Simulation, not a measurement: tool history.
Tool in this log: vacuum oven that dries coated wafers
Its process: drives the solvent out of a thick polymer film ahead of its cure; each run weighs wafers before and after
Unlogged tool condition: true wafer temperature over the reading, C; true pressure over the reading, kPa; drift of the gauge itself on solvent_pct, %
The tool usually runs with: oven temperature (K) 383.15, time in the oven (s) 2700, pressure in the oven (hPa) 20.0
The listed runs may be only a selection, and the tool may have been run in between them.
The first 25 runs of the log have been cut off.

run	hour	oven temperature (K)	time in the oven (s)	pressure in the oven (hPa)	hours of work since the thermocouples were calibrated	hours of work since the vacuum gauge was cleaned of residue	solvent left in the film (%)
26	1443.9	383.15	2700	11.9	596	312	2.21
27	1505.8	383.15	4200	20.0	634	350	1.24
28	1557.2	383.15	4200	20.0	665	381	1.31
29	1614.7	371.15	2700	20.0	700	416	5.58
30	1648.2	371.15	2700	20.0	721	437	5.63
31	1687.3	371.15	2700	10.5	744	461	5.21
32	1740.3	383.15	2700	68.5	777	493	3.69
33	1803.2	383.15	2700	68.5	815	531	3.65
34	1857.6	386.15	3240	79.2	848	564	2.79
35	1931.6	386.15	3240	79.2	893	609	2.82
36	2002.2	386.15	3240	79.2	936	652	2.81
37	2074.1	385.15	2700	20.0	980	696	2.15
38	2113.9	385.15	2700	20.0	1004	720	2.18
39	2155.6	385.15	2700	20.0	1030	746	2.16
40	2227.0	381.15	2160	20.0	1073	789	3.95
41	2290.0	391.15	3540	17.6	1112	828	0.74

The next listed run, before its measurement:
42	2334.9	383.15	2520	14.7	1139	855	?

{"run 42": {"solvent left in the film (%)": 2.81}}
With no hidden state in the tool, this same run would have given solvent left in the film (%) 2.17.
